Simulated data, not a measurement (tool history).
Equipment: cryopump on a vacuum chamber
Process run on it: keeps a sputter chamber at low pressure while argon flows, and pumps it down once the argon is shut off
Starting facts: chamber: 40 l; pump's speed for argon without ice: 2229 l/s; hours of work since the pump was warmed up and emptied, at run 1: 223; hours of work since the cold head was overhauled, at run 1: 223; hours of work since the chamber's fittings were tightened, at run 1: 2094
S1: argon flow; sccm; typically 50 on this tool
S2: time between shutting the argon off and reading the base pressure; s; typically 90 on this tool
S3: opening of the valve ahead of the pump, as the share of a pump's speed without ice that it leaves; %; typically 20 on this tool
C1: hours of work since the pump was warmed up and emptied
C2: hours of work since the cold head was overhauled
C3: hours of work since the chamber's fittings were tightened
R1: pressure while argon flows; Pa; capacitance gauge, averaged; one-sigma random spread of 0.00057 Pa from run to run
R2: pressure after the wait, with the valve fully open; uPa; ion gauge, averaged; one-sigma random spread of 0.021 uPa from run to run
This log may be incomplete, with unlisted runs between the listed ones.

run,day,S1,S2,S3,C1,C2,C3,R1,R2
1,0,50,90,20,223,223,2094,0.1914,1.07
2,4.438,50,29,20,279,279,2150,0.1926,1.74
3,8.442,50,29,20,330,330,2201,0.1921,1.65
# day 10.054: leaking fittings of the chamber tightened, without venting
4,10.871,50,29,20,360,360,10,0.1923,1.13
5,14.954,50,29,20,411,411,62,0.1922,1.11
6,16.833,50,29,20,435,435,86,0.1933,1.17
7,20.992,50,29,20,488,488,139,0.1929,1.18
8,23.879,50,29,20,525,525,175,0.193,1.15
9,28.438,50,29,20,583,583,233,0.1939,1.18
10,30.5,50,90,20,609,609,260,0.1934,0.51
11,34.779,50,90,20,663,663,314,0.1947,0.56
12,37.058,50,90,20,692,692,343,0.1939,0.52
13,39.042,50,90,20,717,717,368,0.1933,0.58
14,43.488,50,128,20,774,774,424,0.1956,0.5
15,47.142,50,90,20,820,820,471,0.1949,0.57
16,49.979,24,90,20,856,856,507,0.094,0.65
17,51.854,24,90,35,880,880,531,0.0547,0.62
18,54.854,24,90,35,918,918,569,0.0547,0.61
19,57.983,24,90,35,958,958,608,0.0554,0.62
20,60.592,47,23,18,991,991,642,0.2045,1.55
21,64.717,47,136,16,1043,1043,694,0.2291,0.6
22,67.425,47,136,16,1078,1078,728,0.2307,0.57
23,70.921,73,120,24,1122,1122,773,0.2431,0.66
24,73.417,73,120,24,1154,1154,804,0.2424,0.67
# day 74.375: pump warmed up, emptied and cooled again
25,75.612,73,120,24,16,1179,830,0.233,0.62
26,79.679,73,120,24,67,1231,881,0.2335,0.61
27,82.483,97,96,33,103,1266,917,0.2275,0.65
28,86.288,72,96,28,151,1314,965,0.1983,0.71
29,88.404,66,90,20,178,1341,992,0.2541,0.74
30,92.654,66,90,20,232,1395,1046,0.2536,0.73
31,95.55,66,281,20,269,1432,1083,0.254,0.57
32,99.158,99,50,27,315,1478,1129,0.2825,1.02
33,102.475,27,141,39,357,1520,1171,0.0543,0.69

Describe how what the log doesn't record of the tool's condition differs between the last listed run preceding each entry between runs and the first listed run following it.
Between runs 3 and 4: leaking fittings of the chamber tightened, without venting (day 10.054)
  pump's speed, % of a pump's without ice: 95.2 -> 94.8; cold plate's temperature, K: 12.59 -> 12.61; leak into the chamber, uPa l/s: 1584 -> 321
  what was measured, less what the result would be without the hidden state, R1: +0.0024 -> +0.0026 Pa; R2: +0.61 -> +0.02 uPa
Between runs 24 and 25: pump warmed up, emptied and cooled again (day 74.375)
  pump's speed, % of a pump's without ice: 84.2 -> 99.3; cold plate's temperature, K: 13.15 -> 13.17; leak into the chamber, uPa l/s: 773 -> 788
  what was measured, less what the result would be without the hidden state, R1: +0.012 -> +0.0018 Pa; R2: +0.29 -> +0.23 uPa
